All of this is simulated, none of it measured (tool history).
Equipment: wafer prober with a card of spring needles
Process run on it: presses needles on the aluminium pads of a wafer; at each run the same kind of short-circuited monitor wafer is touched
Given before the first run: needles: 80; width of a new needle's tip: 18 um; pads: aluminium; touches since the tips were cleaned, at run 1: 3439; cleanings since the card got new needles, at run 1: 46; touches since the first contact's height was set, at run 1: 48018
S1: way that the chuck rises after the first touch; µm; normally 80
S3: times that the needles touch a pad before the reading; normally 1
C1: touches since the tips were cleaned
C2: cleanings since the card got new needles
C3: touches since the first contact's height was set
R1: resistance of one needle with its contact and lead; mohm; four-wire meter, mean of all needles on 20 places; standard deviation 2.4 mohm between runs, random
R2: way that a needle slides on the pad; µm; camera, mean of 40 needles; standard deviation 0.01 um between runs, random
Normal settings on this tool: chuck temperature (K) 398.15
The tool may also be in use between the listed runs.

run 1 hour=0.0 | S1=80 chuck_temperature_(K)=398.15 S3=1 | C1=3439 C2=46 C3=48018 | R1=298 R2=21.04
-- hour=13.1 tips cleaned on abrasive film
run 2 hour=18.0 | S1=80 chuck_temperature_(K)=398.15 S3=1 | C1=2392 C2=47 C3=56696 | R1=290 R2=21.00
-- hour=32.5 tips cleaned on abrasive film
run 3 hour=39.0 | S1=80 chuck_temperature_(K)=398.15 S3=1 | C1=3149 C2=48 C3=66812 | R1=291 R2=20.97
run 4 hour=50.8 | S1=80 chuck_temperature_(K)=398.15 S3=1 | C1=8845 C2=48 C3=72508 | R1=305 R2=20.99
-- hour=52.3 tips cleaned on abrasive film
-- hour=71.5 tips cleaned on abrasive film
-- hour=75.3 height of the first contact set anew
run 5 hour=76.3 | S1=80 chuck_temperature_(K)=398.15 S3=3 | C1=2171 C2=50 C3=476 | R1=282 R2=21.06
-- hour=90.8 tips cleaned on abrasive film
run 6 hour=103.9 | S1=80 chuck_temperature_(K)=398.15 S3=3 | C1=6315 C2=51 C3=13768 | R1=284 R2=21.07
-- hour=111.0 tips cleaned on abrasive film
run 7 hour=124.2 | S1=80 chuck_temperature_(K)=398.15 S3=3 | C1=6365 C2=52 C3=23549 | R1=284 R2=21.07
-- hour=130.5 tips cleaned on abrasive film
run 8 hour=137.1 | S1=80 chuck_temperature_(K)=308.15 S3=1 | C1=3206 C2=53 C3=29791 | R1=271 R2=21.03
-- hour=150.5 tips cleaned on abrasive film
run 9 hour=153.7 | S1=80 chuck_temperature_(K)=308.15 S3=1 | C1=1555 C2=54 C3=37790 | R1=265 R2=21.03
-- hour=169.7 tips cleaned on abrasive film
run 10 hour=172.2 | S1=80 chuck_temperature_(K)=398.15 S3=1 | C1=1237 C2=55 C3=46693 | R1=290 R2=21.01
run 11 hour=183.6 | S1=80 chuck_temperature_(K)=398.15 S3=1 | C1=6767 C2=55 C3=52223 | R1=301 R2=21.02
-- hour=189.3 tips cleaned on abrasive film
run 12 hour=199.1 | S1=80 chuck_temperature_(K)=398.15 S3=2 | C1=4757 C2=56 C3=59658 | R1=296 R2=21.02
-- hour=207.9 tips cleaned on abrasive film
run 13 hour=221.1 | S1=80 chuck_temperature_(K)=398.15 S3=2 | C1=6396 C2=57 C3=70297 | R1=292 R2=20.99
-- hour=227.5 tips cleaned on abrasive film
run 14 hour=235.1 | S1=80 chuck_temperature_(K)=398.15 S3=2 | C1=3696 C2=58 C3=77020 | R1=289 R2=20.98
-- hour=247.5 tips cleaned on abrasive film
-- hour=252.1 height of the first contact set anew
run 15 hour=260.4 | S1=80 chuck_temperature_(K)=398.15 S3=2 | C1=6103 C2=59 C3=4064 | R1=290 R2=21.08
-- hour=266.4 tips cleaned on abrasive film
run 16 hour=276.7 | S1=80 chuck_temperature_(K)=398.15 S3=2 | C1=4974 C2=60 C3=11872 | R1=292 R2=21.04
-- hour=285.5 tips cleaned on abrasive film
run 17 hour=299.4 | S1=80 chuck_temperature_(K)=398.15 S3=2 | C1=6707 C2=61 C3=22837 | R1=294 R2=21.06
-- hour=304.8 tips cleaned on abrasive film
run 18 hour=311.0 | S1=100 chuck_temperature_(K)=398.15 S3=2 | C1=2995 C2=62 C3=28421 | R1=283 R2=26.30
-- hour=324.1 tips cleaned on abrasive film
run 19 hour=324.6 | S1=100 chuck_temperature_(K)=398.15 S3=2 | C1=235 C2=63 C3=34963 | R1=275 R2=26.28
-- hour=343.6 tips cleaned on abrasive film
run 20 hour=348.1 | S1=100 chuck_temperature_(K)=384.15 S3=1 | C1=2194 C2=64 C3=46313 | R1=279 R2=26.29
-- hour=363.2 tips cleaned on abrasive film
run 21 hour=367.9 | S1=80 chuck_temperature_(K)=314.15 S3=1 | C1=2295 C2=65 C3=55845 | R1=271 R2=21.01
-- hour=382.5 tips cleaned on abrasive film
run 22 hour=386.5 | S1=80 chuck_temperature_(K)=374.15 S3=3 | C1=1944 C2=66 C3=64788 | R1=275 R2=20.99
-- hour=402.0 tips cleaned on abrasive film
run 23 hour=402.0 | S1=74 chuck_temperature_(K)=398.15 S3=2 | C1=0 C2=67 C3=72244 | R1=276 R2=19.39
run 24 hour=419.0 | S1=74 chuck_temperature_(K)=398.15 S3=2 | C1=8267 C2=67 C3=80511 | R1=296 R2=19.39
-- hour=420.7 tips cleaned on abrasive film
-- hour=428.1 height of the first contact set anew
-- hour=441.6 tips cleaned on abrasive film
run 25 hour=445.1 | S1=74 chuck_temperature_(K)=398.15 S3=2 | C1=1658 C2=69 C3=8182 | R1=280 R2=19.48
-- hour=462.4 tips cleaned on abrasive film
run 26 hour=468.7 | S1=85 chuck_temperature_(K)=335.15 S3=1 | C1=3036 C2=70 C3=19575 | R1=277 R2=22.37
-- hour=482.1 tips cleaned on abrasive film
run 27 hour=487.7 | S1=93 chuck_temperature_(K)=341.15 S3=1 | C1=2720 C2=71 C3=28755 | R1=279 R2=24.45
-- hour=501.4 tips cleaned on abrasive film
run 28 hour=513.7 | S1=93 chuck_temperature_(K)=341.15 S3=1 | C1=5957 C2=72 C3=41300 | R1=284 R2=24.42
-- hour=521.0 tips cleaned on abrasive film
run 29 hour=529.6 | S1=62 chuck_temperature_(K)=341.15 S3=1 | C1=4187 C2=73 C3=48952 | R1=302 R2=16.26
-- hour=540.8 tips cleaned on abrasive film
run 30 hour=550.6 | S1=62 chuck_temperature_(K)=341.15 S3=1 | C1=4747 C2=74 C3=59080 | R1=295 R2=16.26
-- hour=560.5 tips cleaned on abrasive film
run 31 hour=562.7 | S1=62 chuck_temperature_(K)=341.15 S3=1 | C1=1070 C2=75 C3=64879 | R1=275 R2=16.23
run 32 hour=576.3 | S1=61 chuck_temperature_(K)=341.15 S3=1 | C1=7642 C2=75 C3=71451 | R1=304 R2=15.96

Across each entry between runs, compare the hidden state at the last listed run before it with the hidden state at the first listed run after it:
Between runs 1 and 2: tips cleaned on abrasive film (hour 13.1)
  debris on the tips, nm: 73 -> 55.8; way that the needles fall short of the set height, um: 0.24 -> 0.28; tips' diameter, um: 18.8 -> 18.82
  measured less the result without the state, R1: +20 -> +16 mohm; R2: -0.06 -> -0.07 µm
Between runs 2 and 3: tips cleaned on abrasive film (hour 32.5)
  debris on the tips, nm: 55.8 -> 63.6; way that the needles fall short of the set height, um: 0.28 -> 0.31; tips' diameter, um: 18.82 -> 18.83
  measured less the result without the state, R1: +16 -> +17 mohm; R2: -0.07 -> -0.08 µm
Between runs 4 and 5: tips cleaned on abrasive film (hour 52.3); tips cleaned on abrasive film (hour 71.5); height of the first contact set anew (hour 75.3)
  debris on the tips, nm: 101.6 -> 54.3; way that the needles fall short of the set height, um: 0.31 -> 0; tips' diameter, um: 18.83 -> 18.86
  measured less the result without the state, R1: +27 -> +6 mohm; R2: -0.09 -> +0.00 µm
Between runs 5 and 6: tips cleaned on abrasive film (hour 90.8)
  debris on the tips, nm: 54.3 -> 92.5; way that the needles fall short of the set height, um: 0 -> 0.04; tips' diameter, um: 18.86 -> 18.88
  measured less the result without the state, R1: +6 -> +9 mohm; R2: +0.00 -> -0.01 µm
Between runs 6 and 7: tips cleaned on abrasive film (hour 111.0)
  debris on the tips, nm: 92.5 -> 89.5; way that the needles fall short of the set height, um: 0.04 -> 0.07; tips' diameter, um: 18.88 -> 18.89
  measured less the result without the state, R1: +9 -> +9 mohm; R2: -0.01 -> -0.02 µm
Between runs 7 and 8: tips cleaned on abrasive film (hour 130.5)
  debris on the tips, nm: 89.5 -> 68.8; way that the needles fall short of the set height, um: 0.07 -> 0.11; tips' diameter, um: 18.89 -> 18.9
  measured less the result without the state, R1: +9 -> +22 mohm; R2: -0.02 -> -0.03 µm
Between runs 8 and 9: tips cleaned on abrasive film (hour 150.5)
  debris on the tips, nm: 68.8 -> 41.9; way that the needles fall short of the set height, um: 0.11 -> 0.16; tips' diameter, um: 18.9 -> 18.92
  measured less the result without the state, R1: +22 -> +13 mohm; R2: -0.03 -> -0.04 µm
Between runs 9 and 10: tips cleaned on abrasive film (hour 169.7)
  debris on the tips, nm: 41.9 -> 39; way that the needles fall short of the set height, um: 0.16 -> 0.2; tips' diameter, um: 18.92 -> 18.93
  measured less the result without the state, R1: +13 -> +11 mohm; R2: -0.04 -> -0.06 µm
Between runs 11 and 12: tips cleaned on abrasive film (hour 189.3)
  debris on the tips, nm: 92.6 -> 83.3; way that the needles fall short of the set height, um: 0.2 -> 0.25; tips' diameter, um: 18.93 -> 18.95
  measured less the result without the state, R1: +26 -> +14 mohm; R2: -0.05 -> -0.06 µm
Between runs 12 and 13: tips cleaned on abrasive film (hour 207.9)
  debris on the tips, nm: 83.3 -> 91.7; way that the needles fall short of the set height, um: 0.25 -> 0.31; tips' diameter, um: 18.95 -> 18.97
  measured less the result without the state, R1: +14 -> +15 mohm; R2: -0.06 -> -0.08 µm
Between runs 13 and 14: tips cleaned on abrasive film (hour 227.5)
  debris on the tips, nm: 91.7 -> 71.2; way that the needles fall short of the set height, um: 0.31 -> 0.37; tips' diameter, um: 18.97 -> 18.99
  measured less the result without the state, R1: +15 -> +12 mohm; R2: -0.08 -> -0.10 µm
Between runs 14 and 15: tips cleaned on abrasive film (hour 247.5); height of the first contact set anew (hour 252.1)
  debris on the tips, nm: 71.2 -> 90.2; way that the needles fall short of the set height, um: 0.37 -> 0; tips' diameter, um: 18.99 -> 19.01
  measured less the result without the state, R1: +12 -> +15 mohm; R2: -0.10 -> +0.00 µm
Between runs 15 and 16: tips cleaned on abrasive film (hour 266.4)
  debris on the tips, nm: 90.2 -> 80.1; way that the needles fall short of the set height, um: 0 -> 0.06; tips' diameter, um: 19.01 -> 19.03
  measured less the result without the state, R1: +15 -> +14 mohm; R2: +0.00 -> -0.02 µm
Between runs 16 and 17: tips cleaned on abrasive film (hour 285.5)
  debris on the tips, nm: 80.1 -> 94.6; way that the needles fall short of the set height, um: 0.06 -> 0.1; tips' diameter, um: 19.03 -> 19.05
  measured less the result without the state, R1: +14 -> +16 mohm; R2: -0.02 -> -0.03 µm
Between runs 17 and 18: tips cleaned on abrasive film (hour 304.8)
  debris on the tips, nm: 94.6 -> 63.4; way that the needles fall short of the set height, um: 0.1 -> 0.14; tips' diameter, um: 19.05 -> 19.06
  measured less the result without the state, R1: +16 -> +7 mohm; R2: -0.03 -> -0.04 µm
Between runs 18 and 19: tips cleaned on abrasive film (hour 324.1)
  debris on the tips, nm: 63.4 -> 16.1; way that the needles fall short of the set height, um: 0.14 -> 0.19; tips' diameter, um: 19.06 -> 19.08
  measured less the result without the state, R1: +7 -> +1 mohm; R2: -0.04 -> -0.05 µm
Between runs 19 and 20: tips cleaned on abrasive film (hour 343.6)
  debris on the tips, nm: 16.1 -> 54.7; way that the needles fall short of the set height, um: 0.19 -> 0.23; tips' diameter, um: 19.08 -> 19.1
  measured less the result without the state, R1: +1 -> +11 mohm; R2: -0.05 -> -0.06 µm
Between runs 20 and 21: tips cleaned on abrasive film (hour 363.2)
  debris on the tips, nm: 54.7 -> 50.8; way that the needles fall short of the set height, um: 0.23 -> 0.29; tips' diameter, um: 19.1 -> 19.11
  measured less the result without the state, R1: +11 -> +16 mohm; R2: -0.06 -> -0.07 µm
Between runs 21 and 22: tips cleaned on abrasive film (hour 382.5)
  debris on the tips, nm: 50.8 -> 45.3; way that the needles fall short of the set height, um: 0.29 -> 0.33; tips' diameter, um: 19.11 -> 19.13
  measured less the result without the state, R1: +16 -> +5 mohm; R2: -0.07 -> -0.09 µm
Between runs 22 and 23: tips cleaned on abrasive film (hour 402.0)
  debris on the tips, nm: 45.3 -> 10.8; way that the needles fall short of the set height, um: 0.33 -> 0.39; tips' diameter, um: 19.13 -> 19.15
  measured less the result without the state, R1: +5 -> +2 mohm; R2: -0.09 -> -0.10 µm
Between runs 24 and 25: tips cleaned on abrasive film (hour 420.7); height of the first contact set anew (hour 428.1); tips cleaned on abrasive film (hour 441.6)
  debris on the tips, nm: 100.7 -> 39.9; way that the needles fall short of the set height, um: 0.39 -> 0.06; tips' diameter, um: 19.15 -> 19.19
  measured less the result without the state, R1: +20 -> +8 mohm; R2: -0.10 -> -0.02 µm
Between runs 25 and 26: tips cleaned on abrasive film (hour 462.4)
  debris on the tips, nm: 39.9 -> 61; way that the needles fall short of the set height, um: 0.06 -> 0.11; tips' diameter, um: 19.19 -> 19.2
  measured less the result without the state, R1: +8 -> +17 mohm; R2: -0.02 -> -0.03 µm
Between runs 26 and 27: tips cleaned on abrasive film (hour 482.1)
  debris on the tips, nm: 61 -> 57.4; way that the needles fall short of the set height, um: 0.11 -> 0.16; tips' diameter, um: 19.2 -> 19.22
  measured less the result without the state, R1: +17 -> +15 mohm; R2: -0.03 -> -0.04 µm
Between runs 27 and 28: tips cleaned on abrasive film (hour 501.4)
  debris on the tips, nm: 57.4 -> 87.3; way that the needles fall short of the set height, um: 0.16 -> 0.21; tips' diameter, um: 19.22 -> 19.24
  measured less the result without the state, R1: +15 -> +21 mohm; R2: -0.04 -> -0.06 µm
Between runs 28 and 29: tips cleaned on abrasive film (hour 521.0)
  debris on the tips, nm: 87.3 -> 80.8; way that the needles fall short of the set height, um: 0.21 -> 0.26; tips' diameter, um: 19.24 -> 19.26
  measured less the result without the state, R1: +21 -> +38 mohm; R2: -0.06 -> -0.07 µm
Between runs 29 and 30: tips cleaned on abrasive film (hour 540.8)
  debris on the tips, nm: 80.8 -> 84.5; way that the needles fall short of the set height, um: 0.26 -> 0.31; tips' diameter, um: 19.26 -> 19.28
  measured less the result without the state, R1: +38 -> +39 mohm; R2: -0.07 -> -0.08 µm
Between runs 30 and 31: tips cleaned on abrasive film (hour 560.5)
  debris on the tips, nm: 84.5 -> 30.6; way that the needles fall short of the set height, um: 0.31 -> 0.36; tips' diameter, um: 19.28 -> 19.29
  measured less the result without the state, R1: +39 -> +14 mohm; R2: -0.08 -> -0.09 µm

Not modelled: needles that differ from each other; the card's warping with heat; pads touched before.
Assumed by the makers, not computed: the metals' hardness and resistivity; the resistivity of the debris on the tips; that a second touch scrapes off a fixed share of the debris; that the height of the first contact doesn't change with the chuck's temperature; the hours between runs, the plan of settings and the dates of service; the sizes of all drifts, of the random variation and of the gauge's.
